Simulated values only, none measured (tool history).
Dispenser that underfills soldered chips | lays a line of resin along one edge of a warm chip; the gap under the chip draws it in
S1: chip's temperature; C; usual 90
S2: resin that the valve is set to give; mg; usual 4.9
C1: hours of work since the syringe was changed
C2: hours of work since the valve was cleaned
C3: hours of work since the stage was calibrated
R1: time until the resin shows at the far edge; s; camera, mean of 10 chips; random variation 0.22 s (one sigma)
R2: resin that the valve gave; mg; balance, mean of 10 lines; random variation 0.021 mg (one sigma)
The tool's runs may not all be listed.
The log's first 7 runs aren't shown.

-- hour=51.7 new syringe of resin
run 8 hour=57.1 | S1=88 S2=4.9 | C1=3 C2=85 C3=233 | R1=7.7 R2=4.67
run 9 hour=62.8 | S1=88 S2=4.9 | C1=7 C2=88 C3=237 | R1=9.9 R2=4.64
run 10 hour=67.1 | S1=90 S2=4.9 | C1=9 C2=91 C3=239 | R1=9.8 R2=4.68
-- hour=68.1 new syringe of resin
run 11 hour=76.7 | S1=90 S2=4.9 | C1=5 C2=96 C3=245 | R1=7.6 R2=4.61
run 12 hour=81.5 | S1=90 S2=4.9 | C1=8 C2=99 C3=248 | R1=9.1 R2=4.61
-- hour=84.1 new syringe of resin
run 13 hour=88.9 | S1=90 S2=4.9 | C1=3 C2=103 C3=252 | R1=7.2 R2=4.58
run 14 hour=96.3 | S1=90 S2=4.9 | C1=7 C2=108 C3=256 | R1=8.6 R2=4.57
-- hour=100.1 new syringe of resin
run 15 hour=102.6 | S1=90 S2=4.9 | C1=2 C2=111 C3=260 | R1=6.9 R2=4.6
run 16 hour=106.5 | S1=99 S2=4.9 | C1=4 C2=114 C3=262 | R1=5.5 R2=4.56
run 17 hour=111.3 | S1=99 S2=4.9 | C1=7 C2=117 C3=265 | R1=6.1 R2=4.58
-- hour=116.3 new syringe of resin
run 18 hour=120.6 | S1=99 S2=4.9 | C1=3 C2=122 C3=271 | R1=4.8 R2=4.56
run 19 hour=124.6 | S1=99 S2=4.9 | C1=5 C2=125 C3=273 | R1=5.6 R2=4.54
run 20 hour=131.6 | S1=99 S2=4.9 | C1=9 C2=129 C3=277 | R1=6.9 R2=4.52
-- hour=132.4 new syringe of resin
run 21 hour=136.6 | S1=104 S2=4.64 | C1=3 C2=132 C3=280 | R1=4 R2=4.28
run 22 hour=141.2 | S1=83 S2=6.17 | C1=5 C2=134 C3=283 | R1=11.1 R2=5.66
run 23 hour=146.8 | S1=98 S2=6.29 | C1=9 C2=138 C3=286 | R1=6.9 R2=5.76
-- hour=148.8 new syringe of resin
run 24 hour=156.1 | S1=85 S2=5.06 | C1=4 C2=143 C3=292 | R1=9.5 R2=4.62
run 25 hour=164.3 | S1=90 S2=4.82 | C1=9 C2=148 C3=297 | R1=9.8 R2=4.36
-- hour=165.2 new syringe of resin
-- hour=167.1 dispensing valve cleaned and set on the balance
run 26 hour=171.5 | S1=86 S2=4.97 | C1=3 C2=3 C3=300 | R1=8.7 R2=4.94
run 27 hour=176.6 | S1=90 S2=6.03 | C1=6 C2=6 C3=303 | R1=8.3 R2=6.03
-- hour=182.3 new syringe of resin
run 28 hour=183.8 | S1=84 S2=4.44 | C1=1 C2=10 C3=307 | R1=8 R2=4.41

Run 29 comes next. What will it give?
run 29 hour=191.9 | S1=102 S2=5.87 | C1=6 C2=15 C3=312 | R1=? R2=?

R1: 5.2 s
R2: 5.81 mg
Without the tool's hidden state the same run would have given R1 3.7 s, R2 5.87 mg.

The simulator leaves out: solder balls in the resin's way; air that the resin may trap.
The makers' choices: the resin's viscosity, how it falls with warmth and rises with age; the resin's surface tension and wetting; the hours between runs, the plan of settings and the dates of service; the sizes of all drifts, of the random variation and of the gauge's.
